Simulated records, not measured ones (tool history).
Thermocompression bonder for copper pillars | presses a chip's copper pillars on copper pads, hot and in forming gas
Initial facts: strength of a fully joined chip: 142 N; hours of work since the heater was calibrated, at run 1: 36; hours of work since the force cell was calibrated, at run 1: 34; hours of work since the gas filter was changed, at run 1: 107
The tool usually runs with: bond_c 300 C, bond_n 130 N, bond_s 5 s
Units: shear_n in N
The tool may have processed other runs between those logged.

| run | hour | bond_c | bond_n | bond_s | hours of work since the heater was calibrated | hours of work since the force cell was calibrated | hours of work since the gas filter was changed | shear_n |
|---|---|---|---|---|---|---|---|---|
| 1 | 0 | 300 | 130 | 5 | 36 | 34 | 107 | 71.4 |
| 2 | 10.4 | 300 | 130 | 5 | 43 | 41 | 114 | 70.2 |
| 3 | 23.8 | 300 | 130 | 5 | 52 | 50 | 123 | 70 |
| 4 | 35.1 | 300 | 173 | 5 | 60 | 58 | 130 | 83.3 |
| 5 | 48.3 | 300 | 173 | 5 | 69 | 67 | 139 | 83.4 |
| 6 | 57.3 | 300 | 173 | 5 | 75 | 73 | 145 | 83.5 |
| 7 | 69.8 | 300 | 173 | 5 | 83 | 81 | 153 | 82.3 |
| 8 | 78.2 | 300 | 173 | 5 | 89 | 87 | 159 | 82.6 |
| 9 | 88.4 | 300 | 130 | 5 | 95 | 93 | 166 | 68.1 |
| 10 | 96 | 300 | 130 | 5 | 101 | 98 | 171 | 67.9 |
| 11 | 105.7 | 300 | 130 | 5 | 107 | 105 | 177 | 69.1 |
| 12 | 112.8 | 300 | 130 | 3 | 112 | 110 | 182 | 56.5 |
| 13 | 123.5 | 300 | 130 | 5 | 119 | 117 | 189 | 68.7 |
| 14 | 132.7 | 276 | 130 | 5 | 125 | 123 | 195 | 53.9 |
| 15 | 138.4 | 276 | 113 | 5 | 129 | 127 | 199 | 48.7 |
| 16 | 151.5 | 276 | 113 | 5 | 138 | 136 | 208 | 49 |
|  | 161.8 | forming gas filter changed |
| 17 | 164.3 | 276 | 113 | 5 | 146 | 144 | 2 | 51.9 |
| 18 | 173.4 | 276 | 113 | 5 | 152 | 150 | 8 | 52.3 |
| 19 | 183 | 276 | 113 | 5 | 158 | 156 | 14 | 52 |
| 20 | 191.8 | 276 | 113 | 5 | 164 | 162 | 20 | 51.4 |
| 21 | 201.3 | 300 | 162 | 5 | 170 | 168 | 26 | 82.3 |
| 22 | 212.6 | 300 | 162 | 5 | 178 | 176 | 34 | 82.2 |
| 23 | 219.4 | 320 | 99 | 12 | 183 | 181 | 38 | 92.3 |
| 24 | 231.6 | 320 | 99 | 12 | 191 | 189 | 47 | 91.8 |
| 25 | 239.1 | 310 | 128 | 13 | 196 | 194 | 52 | 99.3 |
| 26 | 248.4 | 300 | 150 | 4 | 202 | 200 | 58 | 71.9 |
| 27 | 258.8 | 328 | 180 | 5 | 209 | 207 | 65 | 104.7 |
| 28 | 266.2 | 328 | 180 | 5 | 214 | 212 | 70 | 102.7 |
| 29 | 271.8 | 327 | 108 | 10 | 218 | 216 | 73 | 94.9 |
| 30 | 285.1 | 299 | 157 | 5 | 226 | 224 | 82 | 77.9 |
| 31 | 294.5 | 299 | 172 | 4 | 233 | 231 | 89 | 78 |
| 32 | 303.6 | 272 | 130 | 9 | 239 | 237 | 95 | 66.5 |
| 33 | 316.3 | 272 | 130 | 9 | 247 | 245 | 103 | 66.1 |

Estimate the outcome of run 34 from the log above:
| 34 | 328.6 | 272 | 130 | 9 | 256 | 253 | 111 | ? |

{"run 34": {"shear_n": 65.5}}
Were there no unlogged condition in the tool, this run, its random variation unchanged, would have produced shear_n 68.9 N.
